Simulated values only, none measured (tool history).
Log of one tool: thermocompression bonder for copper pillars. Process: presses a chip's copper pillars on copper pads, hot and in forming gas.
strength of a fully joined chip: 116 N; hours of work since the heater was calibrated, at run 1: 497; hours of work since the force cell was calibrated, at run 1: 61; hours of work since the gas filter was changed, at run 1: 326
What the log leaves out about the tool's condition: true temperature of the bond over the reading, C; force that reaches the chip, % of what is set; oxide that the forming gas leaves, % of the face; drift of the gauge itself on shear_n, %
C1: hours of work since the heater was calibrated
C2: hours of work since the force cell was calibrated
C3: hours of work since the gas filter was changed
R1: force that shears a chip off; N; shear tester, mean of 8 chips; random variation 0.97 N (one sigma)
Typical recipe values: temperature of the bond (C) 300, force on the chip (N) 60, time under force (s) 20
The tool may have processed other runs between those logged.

Run 1, hour 0: usual settings; C1 497; C2 61; C3 326. Result: R1 80.9 N.
Run 2, hour 37.7: usual settings but time under force (s) 37; C1 518; C2 81; C3 346. Result: R1 91.5 N.
Run 3, hour 82.2: usual settings but time under force (s) 37; C1 542; C2 105; C3 370. Result: R1 89.9 N.
Run 4, hour 110.5: usual settings but force on the chip (N) 45; C1 557; C2 121; C3 385. Result: R1 68.4 N.
Run 5, hour 134.9: usual settings but force on the chip (N) 45; C1 570; C2 134; C3 399. Result: R1 67.6 N.
Run 6, hour 166.1: usual settings but time under force (s) 23; C1 587; C2 151; C3 415. Result: R1 84.3 N.
Run 7, hour 188.5: usual settings but time under force (s) 23; C1 599; C2 163; C3 427. Result: R1 82.7 N.
At hour 208.7: forming gas filter changed.
Run 8, hour 237.1: usual settings but time under force (s) 23; C1 625; C2 189; C3 15. Result: R1 86.7 N.
Run 9, hour 291.4: usual settings but time under force (s) 23; C1 654; C2 218; C3 45. Result: R1 85.2 N.
Run 10, hour 340.1: usual settings but time under force (s) 23; C1 680; C2 244; C3 71. Result: R1 86.1 N.
Run 11, hour 386.2: usual settings; C1 705; C2 269; C3 96. Result: R1 82.5 N.
Run 12, hour 436.3: usual settings but temperature of the bond (C) 287, force on the chip (N) 38, time under force (s) 11; C1 732; C2 296; C3 123. Result: R1 41.8 N.
Run 13, hour 458.7: usual settings but force on the chip (N) 76, time under force (s) 25; C1 744; C2 308; C3 135. Result: R1 96.1 N.
Run 14, hour 503.5: usual settings but temperature of the bond (C) 310, time under force (s) 12; C1 768; C2 332; C3 159. Result: R1 77.8 N.
Run 15, hour 536.9: usual settings but force on the chip (N) 50, time under force (s) 17; C1 787; C2 350; C3 177. Result: R1 70.2 N.
Run 16, hour 579.5: usual settings but temperature of the bond (C) 318, force on the chip (N) 62; C1 809; C2 373; C3 200. Result: R1 93.3 N.
Run 17, hour 617.6: usual settings but temperature of the bond (C) 318, force on the chip (N) 62; C1 830; C2 394; C3 221. Result: R1 94.2 N.
Run 18, hour 670.3: usual settings but temperature of the bond (C) 318, force on the chip (N) 62; C1 858; C2 422; C3 249. Result: R1 91.6 N.
Run 19, hour 706.2: usual settings but temperature of the bond (C) 327, force on the chip (N) 44, time under force (s) 42; C1 878; C2 442; C3 268. Result: R1 96 N.
Run 20, hour 758: usual settings but temperature of the bond (C) 293, force on the chip (N) 39, time under force (s) 17; C1 906; C2 470; C3 296. Result: R1 53.5 N.
Run 21, hour 811.2: usual settings but temperature of the bond (C) 321, force on the chip (N) 71, time under force (s) 29; C1 934; C2 498; C3 325. Result: R1 104.2 N.

3 options for the next run, each taken on its own from the tool as it stands now. Forecast them:
Run A, hour 851.3: usual settings but force on the chip (N) 85; C1 956; C2 520; C3 347. Result: R1 ?.
Run B, hour 851.3: usual settings but temperature of the bond (C) 307, time under force (s) 58; C1 956; C2 520; C3 347. Result: R1 ?.
Run C, hour 851.3: usual settings but temperature of the bond (C) 321, force on the chip (N) 39, time under force (s) 19; C1 956; C2 520; C3 347. Result: R1 ?.

run     R1
  A   94.4
  B  102.4
  C   73.8
With no hidden state in the tool, these same runs would have given:
run     R1
  A   98.5
  B  107.2
  C   76.6

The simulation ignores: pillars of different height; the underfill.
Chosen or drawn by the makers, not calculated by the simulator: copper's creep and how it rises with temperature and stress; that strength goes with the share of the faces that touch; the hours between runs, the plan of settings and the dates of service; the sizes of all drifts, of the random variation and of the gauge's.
